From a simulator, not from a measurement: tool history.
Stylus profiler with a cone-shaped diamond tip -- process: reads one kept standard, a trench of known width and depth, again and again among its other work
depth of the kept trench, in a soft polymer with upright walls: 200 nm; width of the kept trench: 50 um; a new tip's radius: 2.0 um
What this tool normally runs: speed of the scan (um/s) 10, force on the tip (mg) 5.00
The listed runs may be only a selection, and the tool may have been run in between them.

| run | day | speed of the scan (um/s) | force on the tip (mg) | depth of the trench (Å) | width of the trench's floor (µm) |
|---|---|---|---|---|---|
| 1 | 0.000 | 10 | 5.00 | 2038.1 | 48.13 |
| 2 | 0.592 | 10 | 5.00 | 2038.2 | 48.07 |
| 3 | 1.271 | 10 | 5.00 | 2038.6 | 48.06 |
| 4 | 1.904 | 28 | 5.00 | 2038.7 | 48.03 |
| 5 | 2.600 | 10 | 5.00 | 2038.4 | 48.08 |
| 6 | 3.229 | 10 | 3.02 | 2027.9 | 48.04 |
| 7 | 3.792 | 9 | 8.88 | 2055.9 | 48.09 |
|  | 3.883 | height scale calibrated on a step standard |
| 8 | 4.325 | 6 | 5.00 | 2039.9 | 48.09 |
| 9 | 4.742 | 2 | 10.86 | 2064.6 | 48.11 |
| 10 | 5.417 | 39 | 3.55 | 2032.2 | 47.98 |
|  | 5.492 | height scale calibrated on a step standard, once more |
| 11 | 6.254 | 39 | 3.55 | 2029.1 | 47.99 |

What if the next run were any one of these 4? Each begins from the tool's condition after run 11:
| A | 6.733 | 25 | 2.65 | ? | ? |
| B | 6.733 | 10 | 5.41 | ? | ? |
| C | 6.733 | 5 | 2.07 | ? | ? |
| D | 6.733 | 14 | 3.22 | ? | ? |

| run | depth of the trench (Å) | width of the trench's floor (µm) |
|---|---|---|
| A | 2024.0 | 48.02 |
| B | 2038.5 | 48.09 |
| C | 2020.2 | 48.09 |
| D | 2027.7 | 47.99 |
Without the tool's unlogged condition, the same runs would have read:
| run | depth of the trench (Å) | width of the trench's floor (µm) |
|---|---|---|
| A | 2023.7 | 48.21 |
| B | 2038.3 | 48.28 |
| C | 2020.0 | 48.28 |
| D | 2027.4 | 48.18 |

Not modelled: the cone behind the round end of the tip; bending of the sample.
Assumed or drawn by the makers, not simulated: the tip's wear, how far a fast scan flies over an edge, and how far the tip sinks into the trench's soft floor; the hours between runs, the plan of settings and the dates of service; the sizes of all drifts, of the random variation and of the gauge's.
